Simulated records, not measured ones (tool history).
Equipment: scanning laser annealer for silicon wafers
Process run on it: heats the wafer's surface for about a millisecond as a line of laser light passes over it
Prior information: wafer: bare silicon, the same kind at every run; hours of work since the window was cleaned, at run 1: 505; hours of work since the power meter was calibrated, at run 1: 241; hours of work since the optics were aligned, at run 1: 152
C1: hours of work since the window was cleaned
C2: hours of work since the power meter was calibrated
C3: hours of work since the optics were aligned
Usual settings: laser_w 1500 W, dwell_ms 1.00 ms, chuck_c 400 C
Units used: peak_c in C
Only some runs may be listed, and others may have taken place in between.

run 1 day=0.000 | laser_w=1500 dwell_ms=1.00 chuck_c=400 | C1=505 C2=241 C3=152 | peak_c=1144
run 2 day=0.700 | laser_w=1500 dwell_ms=1.00 chuck_c=429 | C1=518 C2=254 C3=164 | peak_c=1174
run 3 day=1.504 | laser_w=1500 dwell_ms=1.00 chuck_c=373 | C1=532 C2=268 C3=179 | peak_c=1115
run 4 day=2.192 | laser_w=1500 dwell_ms=0.98 chuck_c=400 | C1=545 C2=281 C3=192 | peak_c=1134
run 5 day=2.862 | laser_w=1500 dwell_ms=0.98 chuck_c=400 | C1=557 C2=293 C3=204 | peak_c=1132
run 6 day=3.533 | laser_w=1500 dwell_ms=0.98 chuck_c=400 | C1=569 C2=305 C3=216 | peak_c=1132
run 7 day=4.746 | laser_w=1500 dwell_ms=0.98 chuck_c=431 | C1=591 C2=328 C3=238 | peak_c=1156
run 8 day=5.504 | laser_w=1500 dwell_ms=1.00 chuck_c=400 | C1=605 C2=341 C3=252 | peak_c=1137
run 9 day=6.825 | laser_w=1500 dwell_ms=1.00 chuck_c=400 | C1=629 C2=366 C3=276 | peak_c=1135
run 10 day=7.675 | laser_w=1500 dwell_ms=1.15 chuck_c=400 | C1=645 C2=381 C3=292 | peak_c=1190
run 11 day=8.838 | laser_w=1500 dwell_ms=1.15 chuck_c=400 | C1=666 C2=402 C3=313 | peak_c=1188
run 12 day=10.079 | laser_w=1500 dwell_ms=1.15 chuck_c=400 | C1=689 C2=425 C3=336 | peak_c=1184
run 13 day=10.792 | laser_w=1500 dwell_ms=1.15 chuck_c=400 | C1=702 C2=438 C3=348 | peak_c=1185
run 14 day=11.529 | laser_w=1554 dwell_ms=0.71 chuck_c=408 | C1=715 C2=451 C3=362 | peak_c=1041
run 15 day=12.350 | laser_w=1407 dwell_ms=1.00 chuck_c=409 | C1=730 C2=466 C3=377 | peak_c=1075
-- day=12.725 window over the wafer cleaned
run 16 day=13.383 | laser_w=1539 dwell_ms=0.73 chuck_c=400 | C1=12 C2=484 C3=394 | peak_c=1082
run 17 day=14.229 | laser_w=1539 dwell_ms=0.76 chuck_c=400 | C1=27 C2=499 C3=410 | peak_c=1091
run 18 day=15.242 | laser_w=1539 dwell_ms=0.76 chuck_c=400 | C1=46 C2=518 C3=428 | peak_c=1093
run 19 day=16.575 | laser_w=1539 dwell_ms=1.12 chuck_c=383 | C1=70 C2=542 C3=453 | peak_c=1237
run 20 day=17.388 | laser_w=1500 dwell_ms=0.97 chuck_c=397 | C1=85 C2=557 C3=467 | peak_c=1154
run 21 day=18.767 | laser_w=1500 dwell_ms=0.97 chuck_c=397 | C1=110 C2=582 C3=492 | peak_c=1159

Hidden state at the last listed run before each entry between runs and at the first one after, where it differs:
Run 15 -> run 16: window over the wafer cleaned (day 12.725)
  light that passes the window, % of a clean one's: 94.36 -> 99.89; width of the line over the set one, %: 0.5 -> 0.52
  the result without the hidden state subtracted from the measured one, peak_c: -55 -> -3 C
